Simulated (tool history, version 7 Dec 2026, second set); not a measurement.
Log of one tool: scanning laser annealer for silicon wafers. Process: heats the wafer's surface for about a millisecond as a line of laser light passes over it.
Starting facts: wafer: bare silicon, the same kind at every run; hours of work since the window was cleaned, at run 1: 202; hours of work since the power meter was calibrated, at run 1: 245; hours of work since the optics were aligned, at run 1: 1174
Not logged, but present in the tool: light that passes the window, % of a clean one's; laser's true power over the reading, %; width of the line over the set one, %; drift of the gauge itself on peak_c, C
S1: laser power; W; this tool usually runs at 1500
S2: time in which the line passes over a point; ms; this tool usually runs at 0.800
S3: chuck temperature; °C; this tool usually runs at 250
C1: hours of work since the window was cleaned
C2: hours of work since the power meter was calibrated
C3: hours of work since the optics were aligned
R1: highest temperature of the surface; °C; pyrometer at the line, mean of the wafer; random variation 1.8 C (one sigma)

run,hour,S1,S2,S3,C1,C2,C3,R1
1,0.0,1500,0.800,250,202,245,1174,988
2,13.7,1500,0.719,250,208,252,1181,947
3,27.6,1500,0.719,282,215,259,1188,975
4,38.1,1500,0.800,250,221,265,1193,986
5,48.5,1500,0.800,250,226,270,1198,986
6,56.0,1500,0.800,250,230,274,1202,986
7,67.8,1500,0.800,250,236,279,1208,989
8,84.7,1500,0.800,250,244,288,1216,989
9,95.3,1500,0.800,269,249,293,1222,1004
10,110.1,1500,0.800,250,257,301,1229,987
11,123.5,1500,0.800,249,264,307,1236,986
12,132.3,1615,0.800,250,268,312,1240,1045
13,142.3,1615,0.800,250,273,317,1245,1049
14,160.0,1615,0.800,250,282,326,1254,1042
15,172.4,1500,0.800,250,288,332,1260,988
16,180.8,1500,0.694,250,292,336,1265,930
17,194.0,1500,0.844,250,299,343,1271,1006
18,205.7,1500,0.844,250,305,349,1277,1010
19,217.3,1500,0.844,250,311,355,1283,1012
20,231.9,1419,0.752,262,318,362,1290,937
21,242.0,1419,0.752,217,323,367,1295,889
22,259.2,1333,0.752,217,332,376,1304,847
23,270.3,1500,0.594,281,337,381,1310,903
24,284.3,1500,0.594,281,345,388,1317,904
25,300.0,1500,0.594,281,352,396,1325,902
26,313.0,1333,0.800,250,359,403,1331,906
# hour 327.2: optics aligned, line set to its width
27,335.6,1500,0.856,250,368,412,4,1019
28,346.4,1500,0.856,279,373,417,10,1040
29,364.3,1500,0.856,279,382,426,19,1042
30,379.4,1455,0.658,279,390,434,26,918
31,394.2,1455,0.658,279,397,441,34,919
32,402.1,1500,0.809,231,401,445,38,972
33,418.3,1462,0.800,238,409,453,46,954
# hour 429.4: window over the wafer cleaned
34,434.3,1462,0.800,238,2,460,53,955
35,448.6,1508,0.594,234,10,467,60,858
36,457.9,1397,0.696,225,14,472,65,860

How the hidden state differs across the entries between the runs, from the last listed run before each to the first after it:
Logged between run 26 and run 27: optics aligned, line set to its width (hour 327.2)
  width of the line over the set one, %: 0.02 -> 0
Logged between run 33 and run 34: window over the wafer cleaned (hour 429.4)
  light that passes the window, % of a clean one's: 99.91 -> 100
